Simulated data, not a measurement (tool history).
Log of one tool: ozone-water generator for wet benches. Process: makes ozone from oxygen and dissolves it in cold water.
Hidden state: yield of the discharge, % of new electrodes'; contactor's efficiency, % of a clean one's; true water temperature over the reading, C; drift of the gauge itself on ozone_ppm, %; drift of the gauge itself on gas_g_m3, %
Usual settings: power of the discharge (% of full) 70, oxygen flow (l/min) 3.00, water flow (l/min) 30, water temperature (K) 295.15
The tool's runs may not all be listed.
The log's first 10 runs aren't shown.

run	day	power of the discharge (% of full)	oxygen flow (l/min)	water flow (l/min)	water temperature (K)	hours of work since the electrodes were changed	hours of work since the contactor was cleaned	hours of work since the thermometer was calibrated	dissolved ozone (ppm)	ozone in the gas ahead of the water (g/m3)
11	22.850	70	3.00	30	295.15	1897	7111	5163	14.3	243.0
12	25.367	68	3.00	30	295.15	1952	7166	5218	14.2	237.5
13	28.858	68	3.00	30	295.15	2028	7242	5294	13.6	234.4
# day 29.142: water thermometer calibrated
14	30.942	70	3.00	30	292.15	2073	7287	39	14.4	240.5
15	32.567	70	3.00	30	292.15	2109	7322	75	14.6	242.1
16	35.725	70	3.00	30	292.15	2177	7391	144	14.6	239.2
17	37.962	70	3.00	30	299.15	2226	7440	192	13.7	240.9
18	40.033	68	3.00	47	291.15	2271	7485	238	9.1	235.3
19	43.121	68	1.71	24	300.15	2339	7552	305	14.3	311.1
20	45.850	68	1.71	24	300.15	2398	7612	364	14.0	306.3
21	47.554	70	3.00	27	289.15	2435	7649	401	16.5	240.2
22	49.867	70	3.00	27	289.15	2486	7699	452	16.2	237.9
23	51.625	66	3.00	27	289.15	2524	7738	490	15.6	229.5
24	53.458	66	3.00	27	289.15	2564	7778	530	15.7	228.6
25	56.600	66	3.00	27	289.15	2633	7846	599	15.7	228.5
26	58.338	70	1.63	30	295.15	2670	7884	637	11.7	320.3
27	60.654	45	1.67	30	295.15	2721	7935	687	8.6	231.3
28	63.567	77	2.61	30	295.15	2784	7998	750	14.3	270.7
29	65.542	54	3.00	30	289.15	2828	8041	794	12.3	197.6
30	68.579	57	2.55	30	288.15	2894	8107	860	12.2	222.7
31	71.617	59	3.75	30	303.15	2960	8174	926	11.7	188.0
32	75.121	55	3.13	21	288.15	3036	8250	1002	17.6	197.3
33	78.188	53	4.54	24	300.15	3103	8317	1069	14.5	160.2

Forecast each of these 3 alternatives for the next run:
A	81.217	70	3.00	30	292.15	3169	8383	1135	?	?
B	81.217	48	4.54	43	300.15	3169	8383	1135	?	?
C	81.217	92	4.54	24	291.15	3169	8383	1135	?	?

run	dissolved ozone (ppm)	ozone in the gas ahead of the water (g/m3)
A	14.2	237.0
B	8.1	149.0
C	22.9	234.5
Without the tool's hidden state the same runs would have given:
run	dissolved ozone (ppm)	ozone in the gas ahead of the water (g/m3)
A	15.5	252.0
B	8.8	155.9
C	25.3	252.4
